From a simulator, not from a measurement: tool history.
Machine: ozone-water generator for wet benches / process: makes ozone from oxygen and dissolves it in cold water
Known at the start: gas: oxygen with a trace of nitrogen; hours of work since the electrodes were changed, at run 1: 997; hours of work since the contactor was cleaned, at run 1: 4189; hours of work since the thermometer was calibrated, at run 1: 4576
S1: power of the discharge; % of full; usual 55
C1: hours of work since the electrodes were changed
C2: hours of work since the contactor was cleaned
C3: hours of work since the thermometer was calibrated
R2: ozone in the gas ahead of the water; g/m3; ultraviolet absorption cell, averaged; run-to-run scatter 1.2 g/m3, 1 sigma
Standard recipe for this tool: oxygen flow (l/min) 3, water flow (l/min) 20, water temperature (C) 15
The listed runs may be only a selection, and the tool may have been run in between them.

run 1 hour=0 | S1=55 oxygen_flow_(l/min)=3 water_flow_(l/min)=20 water_temperature_(C)=15 | C1=997 C2=4189 C3=4576 | dissolved_ozone_(ppm)=13.1 R2=211.8
run 2 hour=38.4 | S1=55 oxygen_flow_(l/min)=3 water_flow_(l/min)=20 water_temperature_(C)=15 | C1=1021 C2=4213 C3=4600 | dissolved_ozone_(ppm)=13.2 R2=215.1
run 3 hour=73.9 | S1=55 oxygen_flow_(l/min)=3 water_flow_(l/min)=20 water_temperature_(C)=15 | C1=1043 C2=4235 C3=4622 | dissolved_ozone_(ppm)=13.1 R2=213.1
run 4 hour=99 | S1=52 oxygen_flow_(l/min)=3 water_flow_(l/min)=20 water_temperature_(C)=15 | C1=1058 C2=4250 C3=4637 | dissolved_ozone_(ppm)=12.5 R2=204.2
run 5 hour=141.6 | S1=52 oxygen_flow_(l/min)=2.3 water_flow_(l/min)=20 water_temperature_(C)=15 | C1=1084 C2=4276 C3=4663 | dissolved_ozone_(ppm)=11.4 R2=224.6
run 6 hour=168.6 | S1=52 oxygen_flow_(l/min)=2.3 water_flow_(l/min)=20 water_temperature_(C)=15 | C1=1101 C2=4293 C3=4680 | dissolved_ozone_(ppm)=11.2 R2=225.5
run 7 hour=195.2 | S1=55 oxygen_flow_(l/min)=3 water_flow_(l/min)=14 water_temperature_(C)=15 | C1=1118 C2=4310 C3=4696 | dissolved_ozone_(ppm)=18.3 R2=212.7
run 8 hour=248.4 | S1=55 oxygen_flow_(l/min)=3 water_flow_(l/min)=20 water_temperature_(C)=15 | C1=1150 C2=4342 C3=4729 | dissolved_ozone_(ppm)=13 R2=213.2
run 9 hour=285.4 | S1=55 oxygen_flow_(l/min)=3 water_flow_(l/min)=20 water_temperature_(C)=15 | C1=1173 C2=4365 C3=4752 | dissolved_ozone_(ppm)=13.1 R2=213.4
run 10 hour=323.4 | S1=55 oxygen_flow_(l/min)=2.59 water_flow_(l/min)=20 water_temperature_(C)=15 | C1=1197 C2=4389 C3=4776 | dissolved_ozone_(ppm)=12.5 R2=226.8
run 11 hour=362.3 | S1=55 oxygen_flow_(l/min)=2.59 water_flow_(l/min)=20 water_temperature_(C)=15 | C1=1221 C2=4413 C3=4800 | dissolved_ozone_(ppm)=12.2 R2=222.8
run 12 hour=396 | S1=55 oxygen_flow_(l/min)=3 water_flow_(l/min)=17 water_temperature_(C)=15 | C1=1242 C2=4434 C3=4820 | dissolved_ozone_(ppm)=15.3 R2=213.7
run 13 hour=451.3 | S1=55 oxygen_flow_(l/min)=3 water_flow_(l/min)=17 water_temperature_(C)=15 | C1=1276 C2=4468 C3=4855 | dissolved_ozone_(ppm)=15.3 R2=212.8
run 14 hour=475.7 | S1=55 oxygen_flow_(l/min)=3 water_flow_(l/min)=17 water_temperature_(C)=15 | C1=1291 C2=4483 C3=4870 | dissolved_ozone_(ppm)=15.2 R2=213.4
run 15 hour=510.4 | S1=55 oxygen_flow_(l/min)=3 water_flow_(l/min)=20 water_temperature_(C)=15 | C1=1312 C2=4504 C3=4891 | dissolved_ozone_(ppm)=12.8 R2=211.8
run 16 hour=568.3 | S1=55 oxygen_flow_(l/min)=3 water_flow_(l/min)=20 water_temperature_(C)=15 | C1=1348 C2=4540 C3=4927 | dissolved_ozone_(ppm)=12.9 R2=211.8
run 17 hour=598.4 | S1=55 oxygen_flow_(l/min)=3 water_flow_(l/min)=20 water_temperature_(C)=9 | C1=1366 C2=4558 C3=4945 | dissolved_ozone_(ppm)=13.5 R2=212.7
run 18 hour=647.4 | S1=55 oxygen_flow_(l/min)=3.52 water_flow_(l/min)=16 water_temperature_(C)=9 | C1=1397 C2=4589 C3=4976 | dissolved_ozone_(ppm)=18.1 R2=202.1
run 19 hour=687 | S1=55 oxygen_flow_(l/min)=3.52 water_flow_(l/min)=16 water_temperature_(C)=9 | C1=1421 C2=4613 C3=5000 | dissolved_ozone_(ppm)=18 R2=200.2
run 20 hour=715 | S1=55 oxygen_flow_(l/min)=3 water_flow_(l/min)=27 water_temperature_(C)=9 | C1=1438 C2=4630 C3=5017 | dissolved_ozone_(ppm)=10 R2=210.6
run 21 hour=755.3 | S1=55 oxygen_flow_(l/min)=3.52 water_flow_(l/min)=20 water_temperature_(C)=11 | C1=1463 C2=4655 C3=5042 | dissolved_ozone_(ppm)=14.3 R2=200.9
run 22 hour=807.6 | S1=77 oxygen_flow_(l/min)=1.67 water_flow_(l/min)=26 water_temperature_(C)=7 | C1=1496 C2=4688 C3=5075 | dissolved_ozone_(ppm)=10.3 R2=349.3
run 23 hour=859.2 | S1=75 oxygen_flow_(l/min)=1.52 water_flow_(l/min)=22 water_temperature_(C)=7 | C1=1527 C2=4719 C3=5106 | dissolved_ozone_(ppm)=11.8 R2=348.9
run 24 hour=892.9 | S1=55 oxygen_flow_(l/min)=3 water_flow_(l/min)=25 water_temperature_(C)=9 | C1=1548 C2=4740 C3=5127 | dissolved_ozone_(ppm)=10.8 R2=211.2
run 25 hour=934 | S1=55 oxygen_flow_(l/min)=4.11 water_flow_(l/min)=20 water_temperature_(C)=15 | C1=1574 C2=4766 C3=5153 | dissolved_ozone_(ppm)=14.3 R2=189.6
run 26 hour=987.4 | S1=94 oxygen_flow_(l/min)=3.03 water_flow_(l/min)=13 water_temperature_(C)=8 | C1=1607 C2=4799 C3=5185 | dissolved_ozone_(ppm)=32.8 R2=331.1
run 27 hour=1035.1 | S1=94 oxygen_flow_(l/min)=3.03 water_flow_(l/min)=13 water_temperature_(C)=8 | C1=1636 C2=4828 C3=5215 | dissolved_ozone_(ppm)=32.7 R2=326.1
-- hour=1077 water thermometer calibrated
run 28 hour=1077 | S1=94 oxygen_flow_(l/min)=3.03 water_flow_(l/min)=13 water_temperature_(C)=8 | C1=1662 C2=4854 C3=0 | dissolved_ozone_(ppm)=32.5 R2=329.1
run 29 hour=1118.4 | S1=94 oxygen_flow_(l/min)=5.19 water_flow_(l/min)=18 water_temperature_(C)=8 | C1=1687 C2=4879 C3=26 | dissolved_ozone_(ppm)=28.3 R2=269.9
run 30 hour=1154.8 | S1=94 oxygen_flow_(l/min)=5.19 water_flow_(l/min)=18 water_temperature_(C)=8 | C1=1710 C2=4902 C3=48 | dissolved_ozone_(ppm)=28.3 R2=265.7
run 31 hour=1180.3 | S1=60 oxygen_flow_(l/min)=5.19 water_flow_(l/min)=17 water_temperature_(C)=13 | C1=1725 C2=4917 C3=64 | dissolved_ozone_(ppm)=19.5 R2=186.6
run 32 hour=1219.1 | S1=44 oxygen_flow_(l/min)=3.83 water_flow_(l/min)=14 water_temperature_(C)=13 | C1=1749 C2=4941 C3=88 | dissolved_ozone_(ppm)=16.5 R2=162.1

Selected run-to-run steps in dissolved ozone (ppm), each split into two signed amounts: the part the tool would show with no hidden state at all (from settings, incoming material and random variation), and the remainder, which goes to the hidden state together with any gauge scatter not common to the measured and the hidden-state-free results:
What the log doesn't record here: yield of the discharge, % of new electrodes'; contactor's efficiency, % of a clean one's; true water temperature over the reading, C; drift of the gauge itself on ozone_ppm, %; drift of the gauge itself on gas_g_m3, %.
Run 6 -> 7: S1 52 -> 55, oxygen flow (l/min) 2.3 -> 3, water flow (l/min) 20 -> 14. dissolved ozone (ppm) +7.1: hidden state -0.4, all else +7.5.
Run 19 -> 20: oxygen flow (l/min) 3.52 -> 3, water flow (l/min) 16 -> 27. dissolved ozone (ppm) -8: hidden state +0.4, all else -8.4.
Run 25 -> 26: S1 55 -> 94, oxygen flow (l/min) 4.11 -> 3.03, water flow (l/min) 20 -> 13, water temperature (C) 15 -> 8. dissolved ozone (ppm) +18.5: hidden state -1.4, all else +19.9.
Run 30 -> 31: S1 94 -> 60, water flow (l/min) 18 -> 17, water temperature (C) 8 -> 13. dissolved ozone (ppm) -8.8: hidden state +0.9, all else -9.7.

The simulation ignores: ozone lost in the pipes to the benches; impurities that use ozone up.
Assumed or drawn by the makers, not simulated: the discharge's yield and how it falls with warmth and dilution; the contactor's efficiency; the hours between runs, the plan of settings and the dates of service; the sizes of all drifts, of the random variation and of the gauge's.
